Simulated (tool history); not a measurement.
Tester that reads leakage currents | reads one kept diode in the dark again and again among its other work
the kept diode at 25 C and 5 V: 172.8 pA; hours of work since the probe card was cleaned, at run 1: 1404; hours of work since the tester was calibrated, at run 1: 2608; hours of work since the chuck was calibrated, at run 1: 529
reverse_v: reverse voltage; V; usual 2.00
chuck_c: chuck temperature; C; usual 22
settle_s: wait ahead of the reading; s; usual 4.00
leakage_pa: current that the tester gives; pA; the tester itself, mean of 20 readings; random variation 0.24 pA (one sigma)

run      day  reverse_v  chuck_c  settle_s  hours of work since the probe card was cleaned  hours of work since the tester was calibrated  hours of work since the chuck was calibrated  leakage_pa
  1    0.000       2.00       22      4.00                                            1404                                           2608                                           529       76.86
  2    5.362       2.00       22      4.00                                            1500                                           2704                                           626       76.99
  3   16.558       2.00       39      4.00                                            1702                                           2906                                           827      361.55
  4   21.671       2.00       39      0.33                                            1794                                           2998                                           919      365.30
      24.904  -- tester calibrated
  5   27.192       2.00       39      0.33                                            1892                                             41                                          1017      365.15
  6   35.171       2.00       22      4.00                                            2035                                            185                                          1161       76.48
      37.596  -- probe card cleaned and baked
  7   40.579       2.00       22      4.00                                              54                                            280                                          1256       76.71
  8   45.271       2.00       26      4.00                                             138                                            365                                          1341      111.72
  9   52.492       2.00       26      4.00                                             268                                            495                                          1471      112.88
 10   63.183       2.00       23      4.00                                             461                                            687                                          1663       84.21
 11   67.800       2.00       25      4.00                                             544                                            770                                          1746      102.65
 12   73.092       2.00       51      3.78                                             639                                            866                                          1842      989.74
 13   83.196       4.63       35      0.56                                             821                                           1047                                          2024      414.89
 14   89.296       4.63       22      0.56                                             931                                           1157                                          2133      125.14
 15  100.246       5.49       59      0.96                                            1128                                           1355                                          2331     3285.91
     109.958  -- chuck's temperature calibrated
 16  109.958       2.00       59      4.00                                            1302                                           1528                                             0     1854.17

How the hidden state differs across the entries between the runs, from the last listed run before each to the first after it:
Between runs 4 and 5: tester calibrated (day 24.904)
  stray current of the dirty probe card, pA a volt: 0.053 -> 0.054; current scale over the true one, %: 0.02 -> 0
  measured less the result without the state, leakage_pa: -0.08 -> -0.17 pA
Between runs 6 and 7: probe card cleaned and baked (day 37.596)
  stray current of the dirty probe card, pA a volt: 0.057 -> 0.021
  measured less the result without the state, leakage_pa: +0.01 -> -0.07 pA
Between runs 15 and 16: chuck's temperature calibrated (day 109.958)
  stray current of the dirty probe card, pA a volt: 0.041 -> 0.044; current scale over the true one, %: 0 -> 0.01; true chuck temperature over the reading, C: -0.02 -> 0
  measured less the result without the state, leakage_pa: -4.44 -> +0.06 pA
